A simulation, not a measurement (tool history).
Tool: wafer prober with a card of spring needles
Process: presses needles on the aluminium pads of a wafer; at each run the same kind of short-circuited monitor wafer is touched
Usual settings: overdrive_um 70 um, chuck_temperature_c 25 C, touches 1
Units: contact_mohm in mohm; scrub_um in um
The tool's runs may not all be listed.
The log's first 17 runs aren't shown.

run     day  overdrive_um  chuck_temperature_c  touches  contact_mohm  scrub_um
      7.512  -- tips cleaned on abrasive film
 18   7.633            57                   74        1           290      8.24
      8.092  -- tips cleaned on abrasive film
 19    8.15            64                   43        3           251      9.23
      8.696  -- tips cleaned on abrasive film
 20   8.746            64                   43        3           248      9.21
      9.279  -- tips cleaned on abrasive film
 21   9.279            55                   25        2           242      7.88
 22   9.833            71                   94        2           291     10.21
      9.871  -- tips cleaned on abrasive film
 23  10.238            61                   38        1           317      8.75
     10.475  -- tips cleaned on abrasive film
 24  10.608            64                   44        1           281      9.17
     11.083  -- tips cleaned on abrasive film
 25  11.288            53                   40        2           278      7.58
 26   11.65            70                   25        2           279     10.04
     11.704  -- tips cleaned on abrasive film
 27  11.946            57                   25        2           277      8.14
     12.288  -- tips cleaned on abrasive film
 28  12.458            57                   25        3           254      8.13
     12.875  -- tips cleaned on abrasive film
 29  13.046            63                   69        1           289         9
     13.471  -- tips cleaned on abrasive film
 30  13.625            52                   25        2           273      7.39
 31   13.95            70                   57        1           304        10
     14.075  -- tips cleaned on abrasive film
 32  14.475            61                   69        1           323      8.68
     14.679  -- tips cleaned on abrasive film
 33  14.762            56                   25        2           263      7.95

3 ways to go on from here, each from the tool as it stands after run 33. What would each give?
     14.871  -- height of the first contact set anew
     15.271  -- tips cleaned on abrasive film
  A  15.3            56                   25        2             ?         ?
     14.871  -- height of the first contact set anew
     15.271  -- tips cleaned on abrasive film
  B  15.3            70                   46        1             ?         ?
     14.871  -- height of the first contact set anew
     15.271  -- tips cleaned on abrasive film
  C  15.3            88                  102        1             ?         ?

run  contact_mohm  scrub_um
  A           254      8.14
  B           256     10.16
  C           264     12.78
Without the tool's hidden state the same runs would have given:
run  contact_mohm  scrub_um
  A           239      8.15
  B           241     10.17
  C           254     12.79
